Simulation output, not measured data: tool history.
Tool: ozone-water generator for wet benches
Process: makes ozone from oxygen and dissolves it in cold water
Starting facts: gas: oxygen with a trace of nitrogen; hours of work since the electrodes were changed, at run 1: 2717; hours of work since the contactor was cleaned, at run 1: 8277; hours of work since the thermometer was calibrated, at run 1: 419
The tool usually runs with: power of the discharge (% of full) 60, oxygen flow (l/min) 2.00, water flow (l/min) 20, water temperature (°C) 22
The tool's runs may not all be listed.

run,hour,power of the discharge (% of full),oxygen flow (l/min),water flow (l/min),water temperature (°C),hours of work since the electrodes were changed,hours of work since the contactor was cleaned,hours of work since the thermometer was calibrated,dissolved ozone (ppm),ozone in the gas ahead of the water (g/m3)
1,0.0,60,2.00,20,22,2717,8277,419,10.99,196.4
2,47.2,58,2.00,20,22,2746,8305,447,10.69,193.9
3,134.7,58,2.00,20,22,2799,8359,501,10.75,191.8
4,184.1,60,2.00,20,24,2829,8389,531,10.70,195.2
5,237.8,60,2.00,26,24,2862,8421,563,8.12,198.0
6,309.2,60,3.35,20,22,2905,8465,607,11.99,151.4
7,366.9,84,3.35,20,22,2940,8500,642,14.64,183.3
8,419.9,84,3.35,20,22,2972,8532,674,14.53,185.1
9,518.7,84,3.35,20,22,3033,8592,734,14.54,182.0
10,591.9,60,2.00,20,22,3077,8636,778,11.04,196.9
11,638.3,60,2.00,20,22,3105,8665,807,11.01,194.7
12,742.0,60,2.00,20,22,3168,8728,870,11.00,195.4
13,820.5,60,2.00,20,22,3216,8775,917,11.00,196.6
14,897.1,77,2.00,20,22,3263,8822,964,12.69,228.2
15,971.0,73,2.00,20,22,3307,8867,1009,12.31,218.6
16,1072.7,60,2.00,20,22,3369,8929,1071,10.83,194.7
17,1118.9,60,2.00,25,27,3397,8957,1099,8.20,196.8
18,1177.9,57,3.30,21,25,3433,8993,1135,10.64,145.7
19,1236.2,60,2.00,12,22,3469,9028,1170,17.57,194.6
20,1292.9,64,2.00,13,22,3503,9063,1205,17.03,202.0
21,1368.0,60,1.81,20,22,3549,9108,1250,10.81,203.7
22,1465.2,60,1.81,22,15,3608,9167,1309,10.01,205.9
23,1575.5,60,1.81,22,15,3675,9234,1376,10.09,205.5
24,1620.5,60,1.81,22,15,3702,9262,1404,9.98,205.7
25,1666.5,60,1.95,20,22,3730,9290,1432,10.78,197.4
26,1755.5,60,1.95,20,22,3784,9344,1486,10.72,198.1
27,1848.7,96,1.95,23,16,3841,9400,1542,12.63,256.8
28,1895.6,96,1.95,23,16,3869,9429,1571,12.78,259.4
29,1984.2,55,1.16,17,25,3923,9483,1625,10.58,246.0
30,2094.2,79,1.59,17,16,3990,9550,1692,14.88,252.9
31,2140.9,66,1.59,18,18,4019,9578,1720,12.36,230.3
32,2230.0,66,1.59,18,18,4073,9632,1774,12.27,230.4

Here are 4 independent what-if runs from the current tool condition. What would each one return?
A,2294.5,52,2.00,20,22,4112,9671,1813,?,?
B,2294.5,66,1.59,25,26,4112,9671,1813,?,?
C,2294.5,100,2.47,15,18,4112,9671,1813,?,?
D,2294.5,60,2.00,20,24,4112,9671,1813,?,?

run,dissolved ozone (ppm),ozone in the gas ahead of the water (g/m3)
A,10.07,179.6
B,8.20,230.5
C,20.61,229.3
D,10.71,192.3
Without the tool's hidden state the same runs would have given:
run,dissolved ozone (ppm),ozone in the gas ahead of the water (g/m3)
A,10.96,184.2
B,9.04,237.5
C,22.48,238.0
D,11.69,197.8

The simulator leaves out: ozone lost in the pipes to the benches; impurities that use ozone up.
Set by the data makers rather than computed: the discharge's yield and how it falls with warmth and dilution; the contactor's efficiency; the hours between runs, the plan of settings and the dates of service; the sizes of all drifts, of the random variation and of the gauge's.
